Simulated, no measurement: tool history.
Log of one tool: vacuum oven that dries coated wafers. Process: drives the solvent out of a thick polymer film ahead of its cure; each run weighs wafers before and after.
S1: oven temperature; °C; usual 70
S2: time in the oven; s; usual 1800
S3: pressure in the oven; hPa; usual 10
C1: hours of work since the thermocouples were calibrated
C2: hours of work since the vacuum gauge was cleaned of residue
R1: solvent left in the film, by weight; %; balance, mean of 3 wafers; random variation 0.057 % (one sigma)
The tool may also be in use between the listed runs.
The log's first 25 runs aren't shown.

Run 26, hour 314.8: usual settings but S1 69 °C, S2 3000 s, S3 5.7 hPa; C1 43; C2 465. Result: R1 1.19 %.
Run 27, hour 329.8: usual settings but S1 69 °C, S2 3000 s, S3 5.7 hPa; C1 54; C2 477. Result: R1 1.21 %.
Run 28, hour 345.7: usual settings but S1 69 °C, S2 1080 s, S3 12.7 hPa; C1 67; C2 489. Result: R1 4.94 %.
Run 29, hour 355.9: usual settings but S1 76 °C, S2 1260 s, S3 33.1 hPa; C1 74; C2 497. Result: R1 4.07 %.
At hour 364.1: oven's thermocouples calibrated, once more.
Run 30, hour 374.1: usual settings but S1 60 °C, S2 1740 s, S3 13.7 hPa; C1 8; C2 509. Result: R1 7.17 %.
Run 31, hour 391.3: usual settings but S1 68 °C, S2 1920 s, S3 10.1 hPa; C1 21; C2 523. Result: R1 3.36 %.
Run 32, hour 405.3: usual settings but S1 60 °C, S2 1920 s, S3 10.1 hPa; C1 32; C2 533. Result: R1 6.27 %.
Run 33, hour 415.2: usual settings but S1 58 °C, S2 1140 s, S3 19.6 hPa; C1 39; C2 541. Result: R1 10.31 %.
Run 34, hour 429.7: usual settings but S1 64 °C, S2 2940 s, S3 20 hPa; C1 51; C2 552. Result: R1 4.56 %.
Run 35, hour 437.5: usual settings but S1 64 °C, S2 2460 s, S3 5.9 hPa; C1 57; C2 558. Result: R1 3.17 %.
Run 36, hour 446.6: usual settings but S2 2760 s, S3 6.2 hPa; C1 64; C2 565. Result: R1 1.46 %.

Forecast each of these 5 alternatives for the next run:
Run A, hour 454.8: usual settings but S1 65 °C, S3 26.6 hPa; C1 70; C2 572. Result: R1 ?.
Run B, hour 454.8: usual settings but S2 2160 s, S3 6.2 hPa; C1 70; C2 572. Result: R1 ?.
Run C, hour 454.8: usual settings but S2 2760 s; C1 70; C2 572. Result: R1 ?.
Run D, hour 454.8: usual settings but S1 55 °C, S2 1500 s, S3 15.7 hPa; C1 70; C2 572. Result: R1 ?.
Run E, hour 454.8: usual settings but S1 62 °C, S2 2760 s, S3 13.7 hPa; C1 70; C2 572. Result: R1 ?.

run     R1
  A    6.7
  B   2.16
  C   2.02
  D  10.03
  E   4.67
Without the tool's hidden state the same runs would have given:
run    R1
  A  6.47
  B   1.9
  C  1.75
  D  9.77
  E  4.36
